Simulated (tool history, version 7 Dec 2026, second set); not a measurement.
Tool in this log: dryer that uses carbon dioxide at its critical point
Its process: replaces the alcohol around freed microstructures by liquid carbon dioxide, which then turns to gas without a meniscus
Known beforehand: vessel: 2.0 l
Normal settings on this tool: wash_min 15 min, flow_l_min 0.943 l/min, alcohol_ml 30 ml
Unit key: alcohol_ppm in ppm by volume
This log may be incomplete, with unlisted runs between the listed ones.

Run 1, day 0: usual settings. Result: alcohol_ppm 71 ppm by volume.
Run 2, day 0.362: usual settings. Result: alcohol_ppm 85 ppm by volume.
Run 3, day 0.608: usual settings. Result: alcohol_ppm 70 ppm by volume.
Run 4, day 0.933: usual settings but flow_l_min 1.4 l/min. Result: alcohol_ppm 37 ppm by volume.
Run 5, day 1.212: usual settings. Result: alcohol_ppm 76 ppm by volume.
Run 6, day 1.692: usual settings but wash_min 9 min. Result: alcohol_ppm 514 ppm by volume.
Run 7, day 2.25: usual settings but wash_min 22 min. Result: alcohol_ppm 43 ppm by volume.
Run 8, day 2.796: usual settings but wash_min 22 min. Result: alcohol_ppm 37 ppm by volume.
Run 9, day 3.233: usual settings but wash_min 17 min, alcohol_ml 86 ml. Result: alcohol_ppm 108 ppm by volume.
Run 10, day 3.596: usual settings but wash_min 22 min, flow_l_min 0.618 l/min. Result: alcohol_ppm 108 ppm by volume.
Run 11, day 3.971: usual settings but wash_min 9 min, flow_l_min 1.387 l/min, alcohol_ml 57 ml. Result: alcohol_ppm 231 ppm by volume.
Run 12, day 4.371: usual settings but flow_l_min 1.003 l/min, alcohol_ml 39 ml. Result: alcohol_ppm 90 ppm by volume.
Run 13, day 4.604: usual settings but flow_l_min 1.284 l/min, alcohol_ml 84 ml. Result: alcohol_ppm 73 ppm by volume.
Run 14, day 5.162: usual settings but wash_min 20 min, flow_l_min 1.561 l/min, alcohol_ml 34 ml. Result: alcohol_ppm 57 ppm by volume.
Run 15, day 5.45: usual settings but wash_min 10 min. Result: alcohol_ppm 383 ppm by volume.

What if the next run were any one of these 3? Each begins from the tool's condition after run 15:
Run A, day 5.796: usual settings but wash_min 10 min, flow_l_min 0.632 l/min. Result: alcohol_ppm ?.
Run B, day 5.796: usual settings but flow_l_min 0.856 l/min, alcohol_ml 106 ml. Result: alcohol_ppm ?.
Run C, day 5.796: usual settings but wash_min 10 min, flow_l_min 0.75 l/min. Result: alcohol_ppm ?.

run  alcohol_ppm
  A         1181
  B          347
  C          772
With the hidden condition removed and each run's random variation left untouched, the same runs would have given:
run  alcohol_ppm
  A          923
  B          199
  C          570

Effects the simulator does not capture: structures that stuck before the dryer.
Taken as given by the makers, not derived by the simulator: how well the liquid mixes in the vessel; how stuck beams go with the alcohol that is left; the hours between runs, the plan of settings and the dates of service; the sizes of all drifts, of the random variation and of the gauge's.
